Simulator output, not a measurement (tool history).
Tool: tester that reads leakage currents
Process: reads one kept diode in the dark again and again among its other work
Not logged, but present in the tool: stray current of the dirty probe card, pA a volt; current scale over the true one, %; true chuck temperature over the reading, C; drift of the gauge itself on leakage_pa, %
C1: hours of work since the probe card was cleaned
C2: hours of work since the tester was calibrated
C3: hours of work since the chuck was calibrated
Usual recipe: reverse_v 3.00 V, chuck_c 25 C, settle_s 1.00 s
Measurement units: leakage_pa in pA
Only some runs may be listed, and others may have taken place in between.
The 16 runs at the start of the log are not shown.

{"run": 17, "hour": 971.5, "reverse_v": 1.75, "chuck_c": 25, "settle_s": 1.0, "C1": 150, "C2": 2150, "C3": 928, "leakage_pa": 94.63}
{"run": 18, "hour": 1016.4, "reverse_v": 1.75, "chuck_c": 25, "settle_s": 1.0, "C1": 173, "C2": 2173, "C3": 951, "leakage_pa": 95.24}
{"run": 19, "hour": 1079.5, "reverse_v": 9.54, "chuck_c": 25, "settle_s": 1.0, "C1": 205, "C2": 2205, "C3": 983, "leakage_pa": 242.31}
{"run": 20, "hour": 1135.5, "reverse_v": 2.81, "chuck_c": 25, "settle_s": 1.0, "C1": 234, "C2": 2234, "C3": 1012, "leakage_pa": 124.14}
{"run": 21, "hour": 1195.9, "reverse_v": 2.81, "chuck_c": 25, "settle_s": 1.0, "C1": 265, "C2": 2265, "C3": 1042, "leakage_pa": 124.88}
{"run": 22, "hour": 1255.7, "reverse_v": 2.81, "chuck_c": 25, "settle_s": 1.0, "C1": 295, "C2": 2295, "C3": 1073, "leakage_pa": 125.94}
{"run": 23, "hour": 1327.1, "reverse_v": 1.85, "chuck_c": 29, "settle_s": 1.0, "C1": 331, "C2": 2331, "C3": 1109, "leakage_pa": 136.58}
{"run": 24, "hour": 1389.8, "reverse_v": 17.53, "chuck_c": 29, "settle_s": 0.99, "C1": 363, "C2": 2363, "C3": 1141, "leakage_pa": 473.59}
{"run": 25, "hour": 1448.6, "reverse_v": 9.54, "chuck_c": 27, "settle_s": 7.76, "C1": 393, "C2": 2393, "C3": 1171, "leakage_pa": 288.19}
{"run": 26, "hour": 1531.7, "reverse_v": 12.08, "chuck_c": 27, "settle_s": 0.54, "C1": 436, "C2": 2435, "C3": 1213, "leakage_pa": 335.91}
{"run": 27, "hour": 1593.8, "reverse_v": 5.07, "chuck_c": 37, "settle_s": 0.33, "C1": 467, "C2": 2467, "C3": 1245, "leakage_pa": 445.92}
{"run": 28, "hour": 1666.0, "reverse_v": 5.07, "chuck_c": 37, "settle_s": 0.33, "C1": 504, "C2": 2504, "C3": 1282, "leakage_pa": 447.94}
{"run": 29, "hour": 1719.8, "reverse_v": 2.33, "chuck_c": 37, "settle_s": 0.33, "C1": 531, "C2": 2531, "C3": 1309, "leakage_pa": 291.04}
{"run": 30, "hour": 1754.9, "reverse_v": 2.33, "chuck_c": 37, "settle_s": 0.33, "C1": 549, "C2": 2549, "C3": 1327, "leakage_pa": 291.6}
{"run": 31, "hour": 1814.5, "reverse_v": 2.33, "chuck_c": 37, "settle_s": 0.33, "C1": 579, "C2": 2579, "C3": 1357, "leakage_pa": 291.81}
{"run": 32, "hour": 1856.0, "reverse_v": 8.57, "chuck_c": 20, "settle_s": 0.33, "C1": 601, "C2": 2601, "C3": 1378, "leakage_pa": 167.87}
{"run": 33, "hour": 1933.0, "reverse_v": 8.57, "chuck_c": 20, "settle_s": 0.33, "C1": 640, "C2": 2640, "C3": 1418, "leakage_pa": 170.42}
{"run": 34, "hour": 1994.1, "reverse_v": 9.65, "chuck_c": 25, "settle_s": 2.57, "C1": 671, "C2": 2671, "C3": 1449, "leakage_pa": 258.67}
{"run": 35, "hour": 2060.3, "reverse_v": 9.65, "chuck_c": 25, "settle_s": 2.57, "C1": 705, "C2": 2705, "C3": 1482, "leakage_pa": 259.11}
{"run": 36, "hour": 2094.9, "reverse_v": 9.65, "chuck_c": 25, "settle_s": 2.57, "C1": 722, "C2": 2722, "C3": 1500, "leakage_pa": 259.67}
{"run": 37, "hour": 2162.9, "reverse_v": 7.48, "chuck_c": 22, "settle_s": 1.0, "C1": 757, "C2": 2757, "C3": 1535, "leakage_pa": 181.13}
{"run": 38, "hour": 2201.4, "reverse_v": 7.48, "chuck_c": 22, "settle_s": 1.0, "C1": 776, "C2": 2776, "C3": 1554, "leakage_pa": 181.71}
{"run": 39, "hour": 2243.9, "reverse_v": 7.48, "chuck_c": 22, "settle_s": 1.0, "C1": 798, "C2": 2798, "C3": 1576, "leakage_pa": 182.29}
{"run": 40, "hour": 2297.0, "reverse_v": 12.09, "chuck_c": 21, "settle_s": 2.59, "C1": 825, "C2": 2825, "C3": 1603, "leakage_pa": 218.03}

Predict each of these 4 candidate next runs independently; none follows another, all start after run 40:
{"run": "A", "hour": 2360.2, "reverse_v": 3.0, "chuck_c": 25, "settle_s": 0.44, "C1": 857, "C2": 2857, "C3": 1635, "leakage_pa": "?"}
{"run": "B", "hour": 2360.2, "reverse_v": 10.36, "chuck_c": 33, "settle_s": 3.97, "C1": 857, "C2": 2857, "C3": 1635, "leakage_pa": "?"}
{"run": "C", "hour": 2360.2, "reverse_v": 2.73, "chuck_c": 36, "settle_s": 1.0, "C1": 857, "C2": 2857, "C3": 1635, "leakage_pa": "?"}
{"run": "D", "hour": 2360.2, "reverse_v": 12.64, "chuck_c": 37, "settle_s": 8.97, "C1": 857, "C2": 2857, "C3": 1635, "leakage_pa": "?"}

run=A leakage_pa=139.87
run=B leakage_pa=508.50
run=C leakage_pa=304.38
run=D leakage_pa=754.88
Had the tool no hidden state, the same runs would have come out as:
run=A leakage_pa=116.89
run=B leakage_pa=427.95
run=C leakage_pa=258.82
run=D leakage_pa=639.44
